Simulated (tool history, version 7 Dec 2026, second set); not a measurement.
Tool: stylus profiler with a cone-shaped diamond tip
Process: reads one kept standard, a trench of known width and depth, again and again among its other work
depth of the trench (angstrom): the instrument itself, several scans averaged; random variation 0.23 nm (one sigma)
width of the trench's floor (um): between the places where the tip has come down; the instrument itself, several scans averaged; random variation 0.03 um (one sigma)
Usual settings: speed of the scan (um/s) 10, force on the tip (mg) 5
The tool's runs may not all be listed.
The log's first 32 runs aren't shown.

run    hour  speed of the scan (um/s)  force on the tip (mg)  depth of the trench (angstrom)  width of the trench's floor (um)
 33   816.3                         4                   7.12                         10333.3                             95.13
 34   837.4                         4                   7.12                         10331.6                             95.13
 35   856.9                        35                   4.35                           10249                                95
 36   880.7                        24                   7.62                         10351.5                             94.99
 37   897.9                        24                   7.62                         10351.2                             94.96
 38   915.3                         6                   3.84                         10226.9                             94.96
 39   939.6                         8                   8.24                           10371                             94.91
 40   956.1                         8                   8.24                           10374                             94.92
 41   982.2                        12                   4.61                         10259.9                             94.83
 42  1004.7                        16                   2.85                         10194.6                             94.76
 43  1031.1                        10                   5.62                         10294.3                             94.79
 44  1054.2                         4                   2.74                         10190.2                             94.76
 45  1083.7                         4                   2.74                         10189.9                             94.72
 46  1101.8                         4                   2.74                         10190.1                             94.63
 47  1127.2                         3                   8.16                         10373.8                             94.69

Forecast each of these 3 alternatives for the next run:
  A  1161.4                        27                   2.11                               ?                                 ?
  B  1161.4                         3                   7.15                               ?                                 ?
  C  1161.4                         6                      5                               ?                                 ?

run  depth of the trench (angstrom)  width of the trench's floor (um)
  A                         10163.6                             94.54
  B                         10342.2                             94.64
  C                         10275.4                             94.62
Without the tool's hidden state the same runs would have given:
run  depth of the trench (angstrom)  width of the trench's floor (um)
  A                         10142.7                             95.91
  B                         10320.9                             96.01
  C                         10254.3                             95.99

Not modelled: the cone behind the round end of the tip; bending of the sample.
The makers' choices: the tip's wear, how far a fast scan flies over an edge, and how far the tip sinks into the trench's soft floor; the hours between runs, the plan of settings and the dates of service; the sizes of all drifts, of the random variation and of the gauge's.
